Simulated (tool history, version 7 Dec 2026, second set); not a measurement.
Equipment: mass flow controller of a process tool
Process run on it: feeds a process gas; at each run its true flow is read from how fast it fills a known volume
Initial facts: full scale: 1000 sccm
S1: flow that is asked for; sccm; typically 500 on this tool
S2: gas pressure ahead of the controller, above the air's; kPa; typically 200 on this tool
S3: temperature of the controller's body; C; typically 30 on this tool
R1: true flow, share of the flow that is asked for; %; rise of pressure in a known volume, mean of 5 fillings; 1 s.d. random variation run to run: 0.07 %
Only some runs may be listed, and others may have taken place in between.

Run 1, hour 0: usual settings. Result: R1 97.28 %.
Run 2, hour 72.5: usual settings. Result: R1 97.39 %.
Run 3, hour 156.3: usual settings. Result: R1 97.19 %.
Run 4, hour 213.7: usual settings. Result: R1 97.21 %.
Run 5, hour 299.1: usual settings but S1 195 sccm. Result: R1 95.6 %.
Run 6, hour 376.7: usual settings but S1 195 sccm. Result: R1 95.63 %.
Run 7, hour 455.7: usual settings but S1 190 sccm. Result: R1 95.6 %.
Run 8, hour 555.1: usual settings but S1 190 sccm. Result: R1 95.51 %.
Run 9, hour 606.5: usual settings but S1 215 sccm, S2 249 kPa. Result: R1 95.28 %.
Run 10, hour 721: usual settings but S1 147 sccm, S2 234 kPa, S3 33 C. Result: R1 94.14 %.
Run 11, hour 832.2: usual settings but S1 709 sccm, S2 234 kPa, S3 33 C. Result: R1 97.12 %.
Run 12, hour 915.8: usual settings but S1 320 sccm, S2 225 kPa, S3 40 C. Result: R1 94.84 %.
Run 13, hour 978.7: usual settings but S1 320 sccm, S2 225 kPa, S3 40 C. Result: R1 94.9 %.
Run 14, hour 1091.5: usual settings but S1 320 sccm, S2 165 kPa, S3 27 C. Result: R1 96.74 %.
Run 15, hour 1162.3: usual settings but S1 320 sccm, S2 166 kPa, S3 27 C. Result: R1 96.74 %.

Some steps in R1, run to run, broken into two amounts with sign: the step expected even without the hidden condition (settings, incoming material, random variation), and the rest, left for the hidden condition together with whatever gauge scatter is not in both the measured and the hidden-condition-free result:
Unlogged tool condition in this case: flow at rest that the sensor doesn't see, % of full scale; true flow over the shown one, %; drift of the gauge itself on true_pct, %.
Run 10 -> 11: S1 147 -> 709. R1 +2.98 %: hidden state +1.47, all else +1.51.

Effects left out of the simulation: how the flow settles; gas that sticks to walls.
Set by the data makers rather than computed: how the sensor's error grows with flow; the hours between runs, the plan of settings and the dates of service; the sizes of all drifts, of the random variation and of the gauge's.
